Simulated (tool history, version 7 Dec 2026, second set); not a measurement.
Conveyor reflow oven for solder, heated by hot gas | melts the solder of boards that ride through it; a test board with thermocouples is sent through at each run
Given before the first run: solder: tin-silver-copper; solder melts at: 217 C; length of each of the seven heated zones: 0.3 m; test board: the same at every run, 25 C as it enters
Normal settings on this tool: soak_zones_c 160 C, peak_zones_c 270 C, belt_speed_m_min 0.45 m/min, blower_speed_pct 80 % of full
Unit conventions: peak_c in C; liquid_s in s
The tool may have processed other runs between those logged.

run    day  soak_zones_c  peak_zones_c  belt_speed_m_min  blower_speed_pct  peak_c  liquid_s
  1  0.000           160           270              0.45                80   252.3     56.01
  2  0.292           160           270              0.45                79   252.3     55.86
  3  0.621           160           270              0.45                79   252.1     55.79
  4  1.029           160           270              0.45                79   252.2     55.74
  5  1.271           160           270              0.45                79   252.1     55.64
  6  1.608           160           270              0.45                80   252.2     55.84
  7  1.925           160           263              0.45                82   246.0     50.97

Forecast run 8:
  8  2.154           160           263              0.45                82       ?         ?

Run 8 measured peak_c 246.1 C, liquid_s 50.94 s.
Minus the tool's unlogged condition, the same run would have read peak_c 249.0 C, liquid_s 53.80 s.
